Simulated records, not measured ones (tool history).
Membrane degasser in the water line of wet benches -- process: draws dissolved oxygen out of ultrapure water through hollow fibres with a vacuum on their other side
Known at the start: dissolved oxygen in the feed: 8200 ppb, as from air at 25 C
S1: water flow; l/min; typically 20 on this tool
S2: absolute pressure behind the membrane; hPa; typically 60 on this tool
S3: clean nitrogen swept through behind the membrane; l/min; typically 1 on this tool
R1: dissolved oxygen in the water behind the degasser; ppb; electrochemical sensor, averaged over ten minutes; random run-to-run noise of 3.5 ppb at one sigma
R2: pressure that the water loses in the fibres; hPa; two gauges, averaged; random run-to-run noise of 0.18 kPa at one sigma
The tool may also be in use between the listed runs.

{"run": 1, "day": 0.0, "S1": 20, "S2": 60, "S3": 1, "R1": 361, "R2": 342}
{"run": 2, "day": 1.446, "S1": 20, "S2": 60, "S3": 1, "R1": 365.7, "R2": 343.1}
{"run": 3, "day": 3.05, "S1": 20, "S2": 60, "S3": 1, "R1": 366.6, "R2": 340.9}
{"run": 4, "day": 4.329, "S1": 20, "S2": 60, "S3": 1, "R1": 361, "R2": 339.9}
{"run": 5, "day": 6.762, "S1": 20, "S2": 60, "S3": 1, "R1": 363.9, "R2": 344.7}
{"run": 6, "day": 8.067, "S1": 20, "S2": 60, "S3": 1, "R1": 359.6, "R2": 343.1}
{"run": 7, "day": 10.262, "S1": 20, "S2": 60, "S3": 1, "R1": 369, "R2": 344.5}
{"run": 8, "day": 12.092, "S1": 20, "S2": 60, "S3": 1, "R1": 361.1, "R2": 345.5}
{"run": 9, "day": 13.571, "S1": 20, "S2": 60, "S3": 1, "R1": 357.8, "R2": 342.5}
{"run": 10, "day": 15.408, "S1": 20, "S2": 60, "S3": 1, "R1": 358.8, "R2": 345.2}
{"run": 11, "day": 16.454, "S1": 20, "S2": 117.5, "S3": 1, "R1": 603, "R2": 341.6}
{"run": 12, "day": 18.721, "S1": 20, "S2": 117.5, "S3": 1, "R1": 598.3, "R2": 344.9}
{"run": 13, "day": 19.854, "S1": 21, "S2": 60, "S3": 1, "R1": 399.4, "R2": 357.2}
{"run": 14, "day": 22.042, "S1": 20, "S2": 60, "S3": 1, "R1": 367.7, "R2": 342}
{"run": 15, "day": 23.792, "S1": 20, "S2": 60, "S3": 0.71, "R1": 405.4, "R2": 342.5}
{"run": 16, "day": 25.279, "S1": 20, "S2": 60, "S3": 0.63, "R1": 419.2, "R2": 345.8}
{"run": 17, "day": 26.854, "S1": 17, "S2": 114.5, "S3": 0.63, "R1": 600.7, "R2": 291.5}
{"run": 18, "day": 28.096, "S1": 17, "S2": 114.5, "S3": 0.63, "R1": 624.2, "R2": 294.9}
{"run": 19, "day": 29.675, "S1": 20, "S2": 109.6, "S3": 0.86, "R1": 606.3, "R2": 341.6}
{"run": 20, "day": 30.75, "S1": 20, "S2": 137.6, "S3": 1, "R1": 679.3, "R2": 343.2}
{"run": 21, "day": 32.546, "S1": 20, "S2": 137.6, "S3": 1, "R1": 685.9, "R2": 346.7}
{"run": 22, "day": 34.688, "S1": 18, "S2": 123.3, "S3": 0.88, "R1": 587.9, "R2": 311.1}
{"run": 23, "day": 37.075, "S1": 16, "S2": 73.6, "S3": 1.3, "R1": 262.9, "R2": 275.3}
{"run": 24, "day": 39.483, "S1": 23, "S2": 60, "S3": 1.27, "R1": 444.6, "R2": 397.2}
{"run": 25, "day": 41.025, "S1": 13, "S2": 60, "S3": 0.68, "R1": 208.7, "R2": 224.4}
{"run": 26, "day": 42.708, "S1": 18, "S2": 46.8, "S3": 1, "R1": 246.8, "R2": 311.8}
{"run": 27, "day": 44.35, "S1": 20, "S2": 60, "S3": 2.76, "R1": 286, "R2": 346.9}
{"run": 28, "day": 46.583, "S1": 20, "S2": 60, "S3": 2.76, "R1": 289.7, "R2": 344.2}
{"run": 29, "day": 48.075, "S1": 20, "S2": 132.2, "S3": 1, "R1": 655.3, "R2": 343.5}
{"run": 30, "day": 49.462, "S1": 17, "S2": 43, "S3": 0.45, "R1": 248, "R2": 294}
{"run": 31, "day": 50.971, "S1": 17, "S2": 43, "S3": 0.45, "R1": 247.3, "R2": 292.8}
{"run": 32, "day": 52.9, "S1": 17, "S2": 43, "S3": 2.92, "R1": 186.3, "R2": 295}

Not shown here: 2 entries made in the log between runs. Locate each between two listed runs and compare the hidden state at the listed run before it with the hidden state at the listed run after it:
Logged between run 18 and run 19: vacuum gauge calibrated (day 28.354)
  true pressure behind the membrane over the reading, kPa: 0.1 -> 0.16
  difference, measured minus the result without the unlogged condition, R1: +15.6 -> +19.8 ppb; R2: +4.1 -> +5 hPa
Logged between run 25 and run 26: vacuum gauge calibrated, once more (day 41.904)
  true pressure behind the membrane over the reading, kPa: 0.16 -> 0.01
  difference, measured minus the result without the unlogged condition, R1: +13.6 -> +11.8 ppb; R2: +3.6 -> +5.1 hPa

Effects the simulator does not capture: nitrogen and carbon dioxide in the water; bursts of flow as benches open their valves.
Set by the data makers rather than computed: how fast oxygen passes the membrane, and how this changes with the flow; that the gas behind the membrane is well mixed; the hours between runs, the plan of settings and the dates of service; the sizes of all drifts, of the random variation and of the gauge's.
